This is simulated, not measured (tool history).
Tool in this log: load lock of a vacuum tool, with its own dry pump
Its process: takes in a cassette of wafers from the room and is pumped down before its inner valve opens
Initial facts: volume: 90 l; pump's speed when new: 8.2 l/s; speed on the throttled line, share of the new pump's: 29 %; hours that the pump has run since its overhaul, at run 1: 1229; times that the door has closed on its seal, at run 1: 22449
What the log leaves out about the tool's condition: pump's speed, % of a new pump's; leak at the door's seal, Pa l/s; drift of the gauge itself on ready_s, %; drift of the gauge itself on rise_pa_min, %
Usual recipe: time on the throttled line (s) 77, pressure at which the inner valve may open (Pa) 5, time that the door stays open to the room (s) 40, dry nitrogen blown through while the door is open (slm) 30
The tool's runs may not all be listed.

run	hour	time on the throttled line (s)	pressure at which the inner valve may open (Pa)	time that the door stays open to the room (s)	dry nitrogen blown through while the door is open (slm)	hours that the pump has run since its overhaul	times that the door has closed on its seal	incoming humidity of the room's air, %	time from the closed door until the inner valve may open (s)	rise of the pressure with all valves shut (Pa/min)
1	0.0	77	5	40	30	1229	22449	45.3	163.8	0.135
2	585.6	77	5	40	30	1815	25347	43.8	165.4	0.154
3	1053.2	77	5	40	30	2282	27661	43.5	165.6	0.168
4	1621.5	77	5	40	36	2850	30474	46.9	167.5	0.188
5	1963.8	52	5	40	30	3193	32168	45.6	149.2	0.211
6	2310.3	52	5	40	30	3539	33883	42.7	148.4	0.219
7	2861.7	52	5	40	30	4091	36612	48.0	148.8	0.248
8	3321.6	77	5	138	26	4551	38888	44.0	165.9	0.290
# hour 3495.1: door's seal changed, seat wiped
9	3887.1	41	5	225	10	5115	1941	46.7	142.4	0.124
10	4288.6	41	9	225	4	5516	3928	42.9	134.5	0.146
11	4715.0	41	7	225	36	5943	6038	42.2	137.6	0.076
12	5051.3	77	6	40	14	6279	7703	47.4	163.4	0.052
13	5637.9	43	6	40	19	6865	10606	42.9	141.9	0.055

Run 14 is up next; what results do you expect?
14	6169.4	105	6	40	30	7397	13236	43.2	?	?

{"run 14": {"time from the closed door until the inner valve may open (s)": 182.4, "rise of the pressure with all valves shut (Pa/min)": 0.063}}
Without the tool's hidden state the same run would have given time from the closed door until the inner valve may open (s) 179.0, rise of the pressure with all valves shut (Pa/min) 0.019.
